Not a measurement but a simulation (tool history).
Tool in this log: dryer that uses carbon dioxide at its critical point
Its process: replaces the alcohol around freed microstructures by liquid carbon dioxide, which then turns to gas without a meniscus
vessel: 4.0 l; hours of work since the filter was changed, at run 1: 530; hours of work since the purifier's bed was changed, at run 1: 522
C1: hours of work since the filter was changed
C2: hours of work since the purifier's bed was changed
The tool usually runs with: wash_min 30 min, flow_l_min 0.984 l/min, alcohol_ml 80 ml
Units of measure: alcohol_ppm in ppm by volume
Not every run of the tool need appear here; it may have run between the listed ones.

{"run": 1, "hour": 0.0, "wash_min": 30, "flow_l_min": 0.984, "alcohol_ml": 80, "C1": 530, "C2": 522, "alcohol_ppm": 138}
{"run": 2, "hour": 9.1, "wash_min": 30, "flow_l_min": 0.984, "alcohol_ml": 80, "C1": 536, "C2": 529, "alcohol_ppm": 138}
{"run": 3, "hour": 26.2, "wash_min": 30, "flow_l_min": 0.984, "alcohol_ml": 80, "C1": 549, "C2": 542, "alcohol_ppm": 144}
{"hour": 28.4, "done": "inlet filter changed"}
{"run": 4, "hour": 38.1, "wash_min": 30, "flow_l_min": 0.984, "alcohol_ml": 80, "C1": 7, "C2": 550, "alcohol_ppm": 105}
{"hour": 52.4, "done": "purifier's bed changed"}
{"run": 5, "hour": 59.3, "wash_min": 30, "flow_l_min": 0.984, "alcohol_ml": 80, "C1": 21, "C2": 5, "alcohol_ppm": 56}
{"run": 6, "hour": 78.1, "wash_min": 30, "flow_l_min": 0.984, "alcohol_ml": 81, "C1": 35, "C2": 19, "alcohol_ppm": 47}
{"run": 7, "hour": 92.1, "wash_min": 23, "flow_l_min": 0.984, "alcohol_ml": 80, "C1": 46, "C2": 30, "alcohol_ppm": 169}
{"run": 8, "hour": 101.7, "wash_min": 23, "flow_l_min": 0.789, "alcohol_ml": 80, "C1": 53, "C2": 37, "alcohol_ppm": 447}
{"run": 9, "hour": 118.6, "wash_min": 23, "flow_l_min": 0.789, "alcohol_ml": 80, "C1": 66, "C2": 50, "alcohol_ppm": 425}
{"run": 10, "hour": 128.9, "wash_min": 30, "flow_l_min": 0.984, "alcohol_ml": 109, "C1": 73, "C2": 58, "alcohol_ppm": 74}
{"run": 11, "hour": 138.4, "wash_min": 30, "flow_l_min": 0.984, "alcohol_ml": 109, "C1": 81, "C2": 65, "alcohol_ppm": 69}
{"run": 12, "hour": 150.2, "wash_min": 30, "flow_l_min": 0.868, "alcohol_ml": 109, "C1": 89, "C2": 74, "alcohol_ppm": 137}
{"run": 13, "hour": 167.6, "wash_min": 31, "flow_l_min": 0.868, "alcohol_ml": 109, "C1": 102, "C2": 87, "alcohol_ppm": 119}
{"run": 14, "hour": 178.3, "wash_min": 30, "flow_l_min": 0.984, "alcohol_ml": 80, "C1": 111, "C2": 95, "alcohol_ppm": 56}
{"run": 15, "hour": 190.9, "wash_min": 30, "flow_l_min": 0.984, "alcohol_ml": 80, "C1": 120, "C2": 104, "alcohol_ppm": 59}
{"run": 16, "hour": 202.1, "wash_min": 30, "flow_l_min": 0.619, "alcohol_ml": 80, "C1": 128, "C2": 113, "alcohol_ppm": 447}
{"run": 17, "hour": 217.8, "wash_min": 30, "flow_l_min": 0.619, "alcohol_ml": 80, "C1": 140, "C2": 124, "alcohol_ppm": 453}
{"run": 18, "hour": 237.4, "wash_min": 30, "flow_l_min": 0.984, "alcohol_ml": 80, "C1": 155, "C2": 139, "alcohol_ppm": 55}
{"run": 19, "hour": 257.2, "wash_min": 30, "flow_l_min": 0.984, "alcohol_ml": 80, "C1": 170, "C2": 154, "alcohol_ppm": 72}
{"run": 20, "hour": 266.4, "wash_min": 30, "flow_l_min": 0.984, "alcohol_ml": 80, "C1": 177, "C2": 161, "alcohol_ppm": 73}
{"run": 21, "hour": 286.0, "wash_min": 30, "flow_l_min": 0.984, "alcohol_ml": 80, "C1": 192, "C2": 176, "alcohol_ppm": 66}

Run 22, settings as shown, results not yet in. Your forecast:
{"run": 22, "hour": 300.9, "wash_min": 30, "flow_l_min": 0.705, "alcohol_ml": 120, "C1": 203, "C2": 187, "alcohol_ppm": "?"}

alcohol_ppm: 436 ppm by volume
With the hidden condition absent and the run-to-run variation left alone, this run would have shown alcohol_ppm 335 ppm by volume.

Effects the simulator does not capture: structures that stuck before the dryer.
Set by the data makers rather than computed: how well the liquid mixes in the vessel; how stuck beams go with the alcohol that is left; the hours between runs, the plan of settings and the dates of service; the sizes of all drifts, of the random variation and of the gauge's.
